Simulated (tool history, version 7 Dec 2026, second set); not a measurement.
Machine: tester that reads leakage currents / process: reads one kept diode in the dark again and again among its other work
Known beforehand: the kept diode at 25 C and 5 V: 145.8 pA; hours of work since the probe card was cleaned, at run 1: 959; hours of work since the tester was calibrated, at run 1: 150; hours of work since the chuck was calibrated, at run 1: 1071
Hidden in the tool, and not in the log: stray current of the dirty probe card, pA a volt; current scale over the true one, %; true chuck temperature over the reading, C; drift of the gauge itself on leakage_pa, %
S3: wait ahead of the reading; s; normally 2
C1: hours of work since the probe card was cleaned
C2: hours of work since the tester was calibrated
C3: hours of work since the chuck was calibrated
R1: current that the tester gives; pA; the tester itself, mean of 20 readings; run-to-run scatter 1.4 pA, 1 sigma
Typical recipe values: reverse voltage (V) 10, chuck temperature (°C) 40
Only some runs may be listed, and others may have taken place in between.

Run 1, hour 0: usual settings; C1 959; C2 150; C3 1071. Result: R1 612.42 pA.
Run 2, hour 17.5: usual settings; C1 968; C2 159; C3 1080. Result: R1 611.38 pA.
Run 3, hour 52.2: usual settings but chuck temperature (°C) 55; C1 986; C2 177; C3 1098. Result: R1 1617.96 pA.
Run 4, hour 79.4: usual settings; C1 1000; C2 191; C3 1112. Result: R1 608.58 pA.
Run 5, hour 117.6: usual settings but reverse voltage (V) 7.5; C1 1020; C2 211; C3 1132. Result: R1 524.33 pA.
Run 6, hour 149.2: usual settings but chuck temperature (°C) 39; C1 1036; C2 228; C3 1148. Result: R1 570.72 pA.
Run 7, hour 189: usual settings but chuck temperature (°C) 39; C1 1057; C2 248; C3 1169. Result: R1 571.95 pA.
Run 8, hour 209.1: usual settings; C1 1068; C2 259; C3 1179. Result: R1 607.64 pA.
Run 9, hour 247.7: usual settings; C1 1088; C2 279; C3 1199. Result: R1 606.69 pA.
Run 10, hour 274.9: usual settings but reverse voltage (V) 12.2; C1 1102; C2 293; C3 1213. Result: R1 677.61 pA.
Run 11, hour 294: usual settings but reverse voltage (V) 3.3; C1 1112; C2 303; C3 1223. Result: R1 334.76 pA.
Run 12, hour 313.5: usual settings but reverse voltage (V) 3.3; C1 1122; C2 313; C3 1233. Result: R1 334.79 pA.
Run 13, hour 329.7: usual settings but reverse voltage (V) 6.4; C1 1130; C2 321; C3 1242. Result: R1 477.12 pA.
Run 14, hour 358.7: usual settings but reverse voltage (V) 6.4; C1 1145; C2 336; C3 1257. Result: R1 476.56 pA.
At hour 363.7: chuck's temperature calibrated.
Run 15, hour 390.2: usual settings but reverse voltage (V) 5.3; C1 1161; C2 352; C3 14. Result: R1 425.43 pA.
Run 16, hour 415.7: usual settings but reverse voltage (V) 5.3; C1 1174; C2 365; C3 27. Result: R1 426.63 pA.
Run 17, hour 446: usual settings but reverse voltage (V) 5.3; C1 1189; C2 381; C3 43. Result: R1 425.39 pA.
At hour 458.4: chuck's temperature calibrated, once more.
Run 18, hour 472.2: usual settings but reverse voltage (V) 5.3, S3 6.33 s; C1 1202; C2 393; C3 7. Result: R1 452.01 pA.
Run 19, hour 510.6: usual settings but reverse voltage (V) 5.3, S3 6.33 s; C1 1222; C2 413; C3 27. Result: R1 451.88 pA.
Run 20, hour 528.1: usual settings but chuck temperature (°C) 49; C1 1231; C2 422; C3 36. Result: R1 1147.96 pA.
Run 21, hour 556.5: usual settings but reverse voltage (V) 1.5, chuck temperature (°C) 32, S3 6.33 s; C1 1246; C2 437; C3 51. Result: R1 130.72 pA.
Run 22, hour 572.9: usual settings but reverse voltage (V) 5.5, chuck temperature (°C) 33; C1 1254; C2 445; C3 59. Result: R1 285.48 pA.
Run 23, hour 606.6: usual settings but reverse voltage (V) 5.5, chuck temperature (°C) 33; C1 1272; C2 463; C3 77. Result: R1 285.54 pA.
Run 24, hour 643.3: usual settings but reverse voltage (V) 9.5; C1 1291; C2 482; C3 96. Result: R1 621.23 pA.
Run 25, hour 676.5: usual settings but reverse voltage (V) 17.3, chuck temperature (°C) 59, S3 0.59 s; C1 1308; C2 499; C3 113. Result: R1 2868.2 pA.
Run 26, hour 695.9: usual settings but reverse voltage (V) 16.5, chuck temperature (°C) 50, S3 2.28 s; C1 1318; C2 509; C3 123. Result: R1 1594.76 pA.
Run 27, hour 716.6: usual settings but reverse voltage (V) 2.2, chuck temperature (°C) 27, S3 0.62 s; C1 1329; C2 520; C3 134. Result: R1 113.55 pA.

For run 28, what comes out?
Run 28, hour 755.8: usual settings but reverse voltage (V) 2.2, chuck temperature (°C) 27, S3 0.62 s; C1 1349; C2 540; C3 154. Result: R1 ?.

{"run 28": {"R1": 113.72}}
Minus the tool's unlogged condition, the same run would have read R1 110.81 pA.
